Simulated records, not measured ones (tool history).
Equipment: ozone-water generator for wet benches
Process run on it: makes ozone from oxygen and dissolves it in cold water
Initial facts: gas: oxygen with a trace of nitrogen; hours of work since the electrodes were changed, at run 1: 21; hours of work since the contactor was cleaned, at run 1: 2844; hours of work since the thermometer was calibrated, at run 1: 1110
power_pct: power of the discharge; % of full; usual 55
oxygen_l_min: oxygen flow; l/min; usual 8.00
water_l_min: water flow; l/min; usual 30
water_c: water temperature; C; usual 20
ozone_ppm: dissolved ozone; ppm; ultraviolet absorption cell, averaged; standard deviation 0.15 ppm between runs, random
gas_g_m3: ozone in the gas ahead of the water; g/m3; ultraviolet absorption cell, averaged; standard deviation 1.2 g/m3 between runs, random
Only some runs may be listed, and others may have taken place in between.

| run | day | power_pct | oxygen_l_min | water_l_min | water_c | hours of work since the electrodes were changed | hours of work since the contactor was cleaned | hours of work since the thermometer was calibrated | ozone_ppm | gas_g_m3 |
|---|---|---|---|---|---|---|---|---|---|---|
| 1 | 0.000 | 55 | 8.00 | 30 | 20 | 21 | 2844 | 1110 | 19.4 | 211.6 |
| 2 | 1.262 | 55 | 8.00 | 30 | 20 | 41 | 2864 | 1130 | 19.4 | 214.1 |
| 3 | 2.658 | 55 | 8.00 | 30 | 20 | 63 | 2886 | 1152 | 19.5 | 214.6 |
| 4 | 3.708 | 55 | 8.00 | 30 | 20 | 80 | 2903 | 1169 | 19.4 | 215.0 |
| 5 | 5.496 | 55 | 8.00 | 30 | 12 | 108 | 2931 | 1197 | 21.5 | 214.6 |
| 6 | 6.858 | 55 | 8.00 | 30 | 20 | 129 | 2953 | 1218 | 19.4 | 216.3 |
| 7 | 8.675 | 73 | 5.94 | 30 | 21 | 158 | 2981 | 1247 | 21.8 | 294.8 |
| 8 | 10.358 | 43 | 4.67 | 30 | 20 | 185 | 3008 | 1274 | 14.3 | 220.9 |
| 9 | 11.279 | 55 | 8.00 | 31 | 20 | 199 | 3022 | 1288 | 19.0 | 218.1 |
| 10 | 12.817 | 55 | 8.00 | 31 | 20 | 223 | 3047 | 1312 | 18.7 | 217.8 |
| 11 | 14.008 | 55 | 8.00 | 31 | 20 | 242 | 3066 | 1331 | 18.8 | 219.1 |
| 12 | 14.900 | 55 | 8.00 | 31 | 20 | 256 | 3080 | 1345 | 18.7 | 217.4 |

Forecast each of these 3 alternatives for the next run:
| A | 16.338 | 55 | 9.37 | 30 | 22 | 279 | 3102 | 1368 | ? | ? |
| B | 16.338 | 63 | 4.75 | 31 | 15 | 279 | 3102 | 1368 | ? | ? |
| C | 16.338 | 55 | 4.87 | 31 | 26 | 279 | 3102 | 1368 | ? | ? |

| run | ozone_ppm | gas_g_m3 |
|---|---|---|
| A | 19.1 | 204.3 |
| B | 19.5 | 289.9 |
| C | 15.8 | 260.4 |
Take away the tool's hidden state, keep each run's random variation, and the runs would have read:
| run | ozone_ppm | gas_g_m3 |
|---|---|---|
| A | 19.1 | 201.3 |
| B | 19.5 | 285.6 |
| C | 15.8 | 256.6 |

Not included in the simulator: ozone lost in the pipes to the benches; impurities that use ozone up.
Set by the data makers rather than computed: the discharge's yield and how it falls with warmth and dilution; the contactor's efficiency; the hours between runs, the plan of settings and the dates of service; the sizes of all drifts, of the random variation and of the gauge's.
